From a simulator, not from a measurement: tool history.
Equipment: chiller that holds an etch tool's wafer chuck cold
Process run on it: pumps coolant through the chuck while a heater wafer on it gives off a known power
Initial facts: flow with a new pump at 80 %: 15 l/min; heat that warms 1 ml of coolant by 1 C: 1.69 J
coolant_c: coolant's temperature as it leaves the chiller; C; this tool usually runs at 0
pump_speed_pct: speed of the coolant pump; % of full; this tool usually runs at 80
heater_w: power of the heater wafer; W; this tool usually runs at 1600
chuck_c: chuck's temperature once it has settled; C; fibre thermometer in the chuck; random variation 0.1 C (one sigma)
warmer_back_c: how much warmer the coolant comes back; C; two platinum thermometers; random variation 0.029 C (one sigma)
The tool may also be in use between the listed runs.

Run 1, hour 0.0: usual settings. Result: chuck_c 16.8 C, warmer_back_c 3.84 C.
Run 2, hour 81.8: usual settings but pump_speed_pct 98 % of full. Result: chuck_c 14.7 C, warmer_back_c 3.16 C.
Run 3, hour 129.1: usual settings but coolant_c -10 C. Result: chuck_c 7.0 C, warmer_back_c 3.83 C.
Run 4, hour 207.3: usual settings. Result: chuck_c 17.0 C, warmer_back_c 3.85 C.
Run 5, hour 292.9: usual settings. Result: chuck_c 16.7 C, warmer_back_c 3.82 C.
Run 6, hour 376.1: usual settings. Result: chuck_c 17.0 C, warmer_back_c 3.94 C.
Run 7, hour 418.6: usual settings. Result: chuck_c 17.1 C, warmer_back_c 3.85 C.
Run 8, hour 471.1: usual settings. Result: chuck_c 17.0 C, warmer_back_c 3.88 C.
Run 9, hour 530.0: usual settings. Result: chuck_c 17.2 C, warmer_back_c 3.89 C.
Run 10, hour 634.5: usual settings. Result: chuck_c 17.0 C, warmer_back_c 3.86 C.
Run 11, hour 716.7: usual settings. Result: chuck_c 17.1 C, warmer_back_c 3.83 C.
Run 12, hour 782.8: usual settings but pump_speed_pct 94 % of full. Result: chuck_c 15.6 C, warmer_back_c 3.28 C.
Run 13, hour 840.6: usual settings but pump_speed_pct 94 % of full. Result: chuck_c 15.4 C, warmer_back_c 3.29 C.
Run 14, hour 914.8: usual settings but heater_w 928 W. Result: chuck_c 9.8 C, warmer_back_c 2.27 C.
Run 15, hour 981.1: usual settings but heater_w 939 W. Result: chuck_c 9.9 C, warmer_back_c 2.28 C.
Run 16, hour 1064.2: usual settings but heater_w 939 W. Result: chuck_c 10.0 C, warmer_back_c 2.27 C.
Run 17, hour 1157.4: usual settings but heater_w 939 W. Result: chuck_c 10.2 C, warmer_back_c 2.33 C.
Run 18, hour 1209.6: usual settings but heater_w 939 W. Result: chuck_c 9.9 C, warmer_back_c 2.27 C.
Run 19, hour 1271.4: usual settings but heater_w 939 W. Result: chuck_c 10.0 C, warmer_back_c 2.26 C.
Run 20, hour 1351.0: usual settings but coolant_c 6 C, pump_speed_pct 72 % of full, heater_w 1268 W. Result: chuck_c 20.7 C, warmer_back_c 3.40 C.
Run 21, hour 1444.2: usual settings but coolant_c -1 C, pump_speed_pct 65 % of full, heater_w 879 W. Result: chuck_c 9.7 C, warmer_back_c 2.67 C.
Run 22, hour 1503.1: usual settings but coolant_c -1 C, pump_speed_pct 67 % of full, heater_w 1692 W. Result: chuck_c 19.8 C, warmer_back_c 4.93 C.
Run 23, hour 1603.0: usual settings but coolant_c -5 C, pump_speed_pct 82 % of full, heater_w 1125 W. Result: chuck_c 6.9 C, warmer_back_c 2.67 C.
Run 24, hour 1680.4: usual settings but coolant_c 8 C, heater_w 1493 W. Result: chuck_c 24.4 C, warmer_back_c 3.67 C.
Run 25, hour 1785.1: usual settings but coolant_c 8 C, heater_w 1493 W. Result: chuck_c 24.3 C, warmer_back_c 3.60 C.
Run 26, hour 1876.5: usual settings but coolant_c 7 C, pump_speed_pct 67 % of full, heater_w 1919 W. Result: chuck_c 30.8 C, warmer_back_c 5.56 C.
Run 27, hour 1969.2: usual settings but coolant_c 7 C, pump_speed_pct 67 % of full, heater_w 1919 W. Result: chuck_c 31.0 C, warmer_back_c 5.63 C.
Run 28, hour 2058.5: usual settings but coolant_c 2 C, heater_w 1314 W. Result: chuck_c 16.5 C, warmer_back_c 3.23 C.
Run 29, hour 2129.9: usual settings but coolant_c 2 C, pump_speed_pct 82 % of full, heater_w 1875 W. Result: chuck_c 22.7 C, warmer_back_c 4.48 C.
Run 30, hour 2201.0: usual settings but coolant_c -10 C, pump_speed_pct 95 % of full, heater_w 1860 W. Result: chuck_c 8.8 C, warmer_back_c 3.83 C.
Run 31, hour 2282.4: usual settings but coolant_c -10 C, pump_speed_pct 95 % of full, heater_w 1860 W. Result: chuck_c 8.7 C, warmer_back_c 3.87 C.
Run 32, hour 2357.7: usual settings but coolant_c 1 C, pump_speed_pct 100 % of full, heater_w 1860 W. Result: chuck_c 19.0 C, warmer_back_c 3.70 C.

Branching from run 32: 4 alternative next runs. What would each branch give?
Run A, hour 2417.8: usual settings but pump_speed_pct 84 % of full, heater_w 1147 W. Result: chuck_c ?, warmer_back_c ?.
Run B, hour 2417.8: usual settings but coolant_c 1 C, pump_speed_pct 61 % of full, heater_w 1860 W. Result: chuck_c ?, warmer_back_c ?.
Run C, hour 2417.8: usual settings but coolant_c 2 C, pump_speed_pct 100 % of full, heater_w 1860 W. Result: chuck_c ?, warmer_back_c ?.
Run D, hour 2417.8: usual settings but coolant_c -6 C, pump_speed_pct 100 % of full, heater_w 1006 W. Result: chuck_c ?, warmer_back_c ?.

run  chuck_c  warmer_back_c
  A     12.3           2.71
  B     26.1           5.97
  C     20.2           3.67
  D      3.4           2.02
Stripped of hidden state, with their random variation kept, the same runs would have yielded:
run  chuck_c  warmer_back_c
  A     11.2           2.61
  B     23.1           5.74
  C     18.2           3.53
  D      2.7           1.95
